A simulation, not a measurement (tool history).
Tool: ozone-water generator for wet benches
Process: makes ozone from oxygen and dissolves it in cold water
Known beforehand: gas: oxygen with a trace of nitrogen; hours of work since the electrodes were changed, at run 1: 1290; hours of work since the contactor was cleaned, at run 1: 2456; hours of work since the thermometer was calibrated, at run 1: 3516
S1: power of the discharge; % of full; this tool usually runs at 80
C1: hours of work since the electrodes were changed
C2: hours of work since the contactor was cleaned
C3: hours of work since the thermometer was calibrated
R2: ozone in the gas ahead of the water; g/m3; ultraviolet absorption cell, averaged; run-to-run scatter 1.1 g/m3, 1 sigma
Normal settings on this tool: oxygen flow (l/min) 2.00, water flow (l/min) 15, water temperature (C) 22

run 1 hour=0.0 | S1=80 oxygen_flow_(l/min)=2.00 water_flow_(l/min)=15 water_temperature_(C)=22 | C1=1290 C2=2456 C3=3516 | dissolved_ozone_(ppm)=14.6 R2=187.3
run 2 hour=88.6 | S1=80 oxygen_flow_(l/min)=2.00 water_flow_(l/min)=15 water_temperature_(C)=22 | C1=1354 C2=2520 C3=3580 | dissolved_ozone_(ppm)=14.5 R2=186.5
run 3 hour=188.2 | S1=80 oxygen_flow_(l/min)=2.00 water_flow_(l/min)=15 water_temperature_(C)=22 | C1=1426 C2=2592 C3=3652 | dissolved_ozone_(ppm)=14.2 R2=186.9
run 4 hour=235.3 | S1=80 oxygen_flow_(l/min)=2.00 water_flow_(l/min)=15 water_temperature_(C)=22 | C1=1460 C2=2626 C3=3686 | dissolved_ozone_(ppm)=14.4 R2=185.9
run 5 hour=344.0 | S1=80 oxygen_flow_(l/min)=2.00 water_flow_(l/min)=15 water_temperature_(C)=22 | C1=1538 C2=2704 C3=3764 | dissolved_ozone_(ppm)=14.4 R2=183.3
run 6 hour=425.9 | S1=80 oxygen_flow_(l/min)=2.00 water_flow_(l/min)=15 water_temperature_(C)=22 | C1=1597 C2=2763 C3=3824 | dissolved_ozone_(ppm)=14.1 R2=182.8
run 7 hour=494.8 | S1=80 oxygen_flow_(l/min)=2.00 water_flow_(l/min)=10 water_temperature_(C)=22 | C1=1647 C2=2813 C3=3873 | dissolved_ozone_(ppm)=19.0 R2=184.5
-- hour=503.2 water thermometer calibrated
run 8 hour=589.9 | S1=80 oxygen_flow_(l/min)=2.00 water_flow_(l/min)=14 water_temperature_(C)=22 | C1=1715 C2=2882 C3=63 | dissolved_ozone_(ppm)=15.0 R2=184.9
run 9 hour=643.1 | S1=80 oxygen_flow_(l/min)=2.00 water_flow_(l/min)=14 water_temperature_(C)=22 | C1=1754 C2=2920 C3=101 | dissolved_ozone_(ppm)=15.1 R2=184.6
run 10 hour=735.3 | S1=41 oxygen_flow_(l/min)=2.00 water_flow_(l/min)=15 water_temperature_(C)=14 | C1=1820 C2=2987 C3=168 | dissolved_ozone_(ppm)=8.8 R2=104.8
-- hour=835.8 water thermometer calibrated, once more
run 11 hour=844.6 | S1=80 oxygen_flow_(l/min)=1.42 water_flow_(l/min)=19 water_temperature_(C)=22 | C1=1899 C2=3065 C3=6 | dissolved_ozone_(ppm)=10.1 R2=207.1
run 12 hour=947.8 | S1=80 oxygen_flow_(l/min)=3.01 water_flow_(l/min)=9 water_temperature_(C)=22 | C1=1974 C2=3140 C3=81 | dissolved_ozone_(ppm)=22.1 R2=161.2
run 13 hour=1020.7 | S1=80 oxygen_flow_(l/min)=3.01 water_flow_(l/min)=9 water_temperature_(C)=22 | C1=2026 C2=3192 C3=134 | dissolved_ozone_(ppm)=21.7 R2=160.4
run 14 hour=1121.2 | S1=44 oxygen_flow_(l/min)=1.76 water_flow_(l/min)=9 water_temperature_(C)=22 | C1=2099 C2=3265 C3=206 | dissolved_ozone_(ppm)=11.8 R2=115.8

The same runs without the tool's hidden state, with the same run-to-run variation:
The hidden state here: yield of the discharge, % of new electrodes'; contactor's efficiency, % of a clean one's; true water temperature over the reading, C; drift of the gauge itself on ozone_ppm, %; drift of the gauge itself on gas_g_m3, %.
run=1 dissolved_ozone_(ppm)=15.2 R2=192.1
run=2 dissolved_ozone_(ppm)=15.1 R2=191.6
run=3 dissolved_ozone_(ppm)=14.8 R2=192.3
run=4 dissolved_ozone_(ppm)=15.0 R2=191.4
run=5 dissolved_ozone_(ppm)=15.0 R2=189.0
run=6 dissolved_ozone_(ppm)=14.7 R2=188.8
run=7 dissolved_ozone_(ppm)=19.9 R2=190.7
run=8 dissolved_ozone_(ppm)=15.7 R2=191.5
run=9 dissolved_ozone_(ppm)=15.8 R2=191.2
run=10 dissolved_ozone_(ppm)=9.0 R2=106.6
run=11 dissolved_ozone_(ppm)=10.7 R2=215.2
run=12 dissolved_ozone_(ppm)=23.2 R2=167.7
run=13 dissolved_ozone_(ppm)=22.8 R2=167.1
run=14 dissolved_ozone_(ppm)=12.2 R2=118.5

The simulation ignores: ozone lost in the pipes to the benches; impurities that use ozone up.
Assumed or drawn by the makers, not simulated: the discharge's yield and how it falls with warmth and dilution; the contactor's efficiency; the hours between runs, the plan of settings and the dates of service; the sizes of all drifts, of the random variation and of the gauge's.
